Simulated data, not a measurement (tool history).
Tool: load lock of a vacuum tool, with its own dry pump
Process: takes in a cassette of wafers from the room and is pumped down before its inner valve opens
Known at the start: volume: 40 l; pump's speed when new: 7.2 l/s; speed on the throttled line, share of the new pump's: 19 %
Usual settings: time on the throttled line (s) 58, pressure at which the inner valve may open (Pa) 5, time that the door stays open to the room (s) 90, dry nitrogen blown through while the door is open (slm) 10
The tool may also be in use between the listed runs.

run	hour	time on the throttled line (s)	pressure at which the inner valve may open (Pa)	time that the door stays open to the room (s)	dry nitrogen blown through while the door is open (slm)	incoming humidity of the room's air, %	time from the closed door until the inner valve may open (s)	rise of the pressure with all valves shut (Pa/min)
1	0	58	5	90	10	45.4	101.1	0.053
2	67.9	58	5	90	10	47.6	102.2	0.052
3	155.4	58	5	90	10	45.4	102.1	0.052
4	276.4	35	5	90	10	48.7	83.2	0.053
5	395.8	35	5	90	10	44.8	83.8	0.05
6	543.4	58	5	50	10	41.9	102.5	0.03
7	646	58	5	90	9	45.6	102.9	0.049
8	796.3	58	7	90	9	44.3	99.4	0.051
9	893.8	58	7	90	9	43.7	99.7	0.051
10	979.4	58	7	90	9	45.9	100.6	0.057
11	1091.1	58	5	52	10	44.9	103.3	0.036
12	1248.4	58	5	52	10	45.7	102.6	0.032
13	1327.2	58	5	52	10	45.3	102	0.031
14	1405.7	58	5	52	10	47.1	102.1	0.037
15	1508.8	58	5	103	10	47.1	102.2	0.049
16	1584.4	58	5	231	10	44.7	102.3	0.092
17	1684.9	58	5	231	10	45.3	102.4	0.091
18	1789.8	58	5	90	10	48	102.4	0.052
19	1933.7	40	5	90	10	44.2	88.6	0.052
20	2018.7	40	5	90	24	46.6	88.3	0.034
21	2086.1	53	5	26	10	47.9	98.3	0.021
22	2170.8	97	6	82	9	45.1	133.1	0.054
23	2305.3	97	6	82	9	43	133.5	0.051
24	2436	84	5	90	10	43.6	123.3	0.048
25	2560.9	84	5	90	10	47.5	123.6	0.049
26	2716	45	8	57	42	45.1	88.7	0.016
27	2781.4	107	10	135	10	45.7	137.6	0.065
28	2858	107	10	48	37	46.4	136.6	0.019
29	2970.5	107	10	48	37	45.1	137.8	0.019
30	3122.2	30	5	90	10	44	79.8	0.05
31	3244.6	58	5	212	44	44.1	103.4	0.032
32	3324.9	58	5	212	44	43.6	102.9	0.039
33	3442	59	9	89	5	43.2	100.4	0.061
34	3513.5	59	9	89	5	44.2	98.4	0.06
35	3577.2	58	5	39	10	45.9	102	0.028
36	3727.3	58	5	39	10	42.3	101.9	0.029
37	3823.8	58	5	39	10	43.2	102.7	0.03

Forecast each of these 3 alternatives for the next run:
A	3936.9	58	4	65	10	45.2	?	?
B	3936.9	58	5	90	19	44.7	?	?
C	3936.9	58	5	39	29	46.8	?	?

run	time from the closed door until the inner valve may open (s)	rise of the pressure with all valves shut (Pa/min)
A	102.8	0.042
B	102.3	0.034
C	102.3	0.01
Without the tool's hidden state the same runs would have given:
run	time from the closed door until the inner valve may open (s)	rise of the pressure with all valves shut (Pa/min)
A	102.7	0.041
B	102.3	0.034
C	102.3	0.009
